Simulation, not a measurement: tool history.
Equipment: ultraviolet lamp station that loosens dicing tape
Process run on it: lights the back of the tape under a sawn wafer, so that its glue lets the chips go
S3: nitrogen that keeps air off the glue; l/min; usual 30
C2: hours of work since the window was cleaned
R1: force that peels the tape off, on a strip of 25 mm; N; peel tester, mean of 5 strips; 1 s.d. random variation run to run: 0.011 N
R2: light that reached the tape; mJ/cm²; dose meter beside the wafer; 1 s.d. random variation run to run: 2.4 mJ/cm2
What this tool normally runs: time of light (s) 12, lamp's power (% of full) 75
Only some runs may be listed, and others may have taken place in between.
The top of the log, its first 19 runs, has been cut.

Run 20, hour 327.5: usual settings; hours of work of the lamp 399; C2 20. Result: R1 0.584 N, R2 236 mJ/cm².
Run 21, hour 345.0: usual settings; hours of work of the lamp 408; C2 28. Result: R1 0.615 N, R2 233 mJ/cm².
Run 22, hour 362.7: usual settings; hours of work of the lamp 416; C2 37. Result: R1 0.588 N, R2 235 mJ/cm².
Run 23, hour 377.5: usual settings; hours of work of the lamp 424; C2 44. Result: R1 0.615 N, R2 234 mJ/cm².
Run 24, hour 398.9: usual settings but lamp's power (% of full) 86, S3 59 l/min; hours of work of the lamp 434; C2 55. Result: R1 0.288 N, R2 266 mJ/cm².
Run 25, hour 422.9: usual settings but time of light (s) 9, lamp's power (% of full) 63, S3 27 l/min; hours of work of the lamp 446; C2 66. Result: R1 1.579 N, R2 145 mJ/cm².
Run 26, hour 446.8: usual settings but time of light (s) 8, lamp's power (% of full) 61, S3 27 l/min; hours of work of the lamp 458; C2 78. Result: R1 1.973 N, R2 127 mJ/cm².
Run 27, hour 464.6: usual settings but time of light (s) 19, lamp's power (% of full) 87, S3 28 l/min; hours of work of the lamp 466; C2 87. Result: R1 0.199 N, R2 418 mJ/cm².
Run 28, hour 483.0: usual settings but time of light (s) 19, lamp's power (% of full) 87, S3 28 l/min; hours of work of the lamp 476; C2 96. Result: R1 0.199 N, R2 415 mJ/cm².
Run 29, hour 500.7: usual settings but time of light (s) 7, lamp's power (% of full) 87, S3 10 l/min; hours of work of the lamp 484; C2 105. Result: R1 2.415 N, R2 156 mJ/cm².
Run 30, hour 518.6: usual settings but time of light (s) 21, S3 43 l/min; hours of work of the lamp 493; C2 114. Result: R1 0.171 N, R2 400 mJ/cm².
Run 31, hour 540.5: usual settings but time of light (s) 7, lamp's power (% of full) 80, S3 40 l/min; hours of work of the lamp 504; C2 124. Result: R1 1.347 N, R2 141 mJ/cm².
Run 32, hour 557.1: usual settings but time of light (s) 7, lamp's power (% of full) 80, S3 40 l/min; hours of work of the lamp 512; C2 132. Result: R1 1.342 N, R2 141 mJ/cm².
Run 33, hour 576.5: usual settings but time of light (s) 13, lamp's power (% of full) 80, S3 26 l/min; hours of work of the lamp 522; C2 142. Result: R1 0.544 N, R2 257 mJ/cm².
Run 34, hour 589.0: usual settings but time of light (s) 6, lamp's power (% of full) 80; hours of work of the lamp 528; C2 148. Result: R1 1.934 N, R2 118 mJ/cm².
Run 35, hour 606.6: usual settings but time of light (s) 6, lamp's power (% of full) 80; hours of work of the lamp 536; C2 157. Result: R1 1.983 N, R2 115 mJ/cm².
Run 36, hour 627.7: usual settings but time of light (s) 6, lamp's power (% of full) 80, S3 25 l/min; hours of work of the lamp 547; C2 167. Result: R1 2.226 N, R2 116 mJ/cm².
Run 37, hour 647.0: usual settings but time of light (s) 7, lamp's power (% of full) 92, S3 12 l/min; hours of work of the lamp 556; C2 177. Result: R1 2.155 N, R2 158 mJ/cm².
Run 38, hour 661.1: usual settings but time of light (s) 7, lamp's power (% of full) 92, S3 12 l/min; hours of work of the lamp 563; C2 184. Result: R1 2.055 N, R2 161 mJ/cm².
Run 39, hour 683.1: usual settings but time of light (s) 8; hours of work of the lamp 574; C2 194. Result: R1 1.446 N, R2 148 mJ/cm².
Run 40, hour 701.2: usual settings but time of light (s) 8; hours of work of the lamp 583; C2 203. Result: R1 1.463 N, R2 148 mJ/cm².
Run 41, hour 714.8: usual settings but time of light (s) 16, lamp's power (% of full) 68; hours of work of the lamp 590; C2 210. Result: R1 0.469 N, R2 262 mJ/cm².
Run 42, hour 738.9: usual settings but time of light (s) 20, lamp's power (% of full) 62, S3 28 l/min; hours of work of the lamp 601; C2 222. Result: R1 0.363 N, R2 298 mJ/cm².
Run 43, hour 755.8: usual settings but time of light (s) 20, lamp's power (% of full) 62, S3 28 l/min; hours of work of the lamp 610; C2 230. Result: R1 0.367 N, R2 301 mJ/cm².

3 ways to go on from here, each from the tool as it stands after run 43. What would each give?
Run A, hour 766.0: usual settings but time of light (s) 7, lamp's power (% of full) 62, S3 28 l/min; hours of work of the lamp 615; C2 235. Result: R1 ?, R2 ?.
Run B, hour 766.0: usual settings but time of light (s) 8, lamp's power (% of full) 81, S3 15 l/min; hours of work of the lamp 615; C2 235. Result: R1 ?, R2 ?.
Run C, hour 766.0: usual settings but time of light (s) 11, lamp's power (% of full) 62, S3 38 l/min; hours of work of the lamp 615; C2 235. Result: R1 ?, R2 ?.

run     R1   R2
  A  2.379  104
  B  1.935  159
  C  1.057  163
With no hidden state in the tool, these same runs would have given:
run     R1   R2
  A  1.918  124
  B  1.506  188
  C  0.755  194
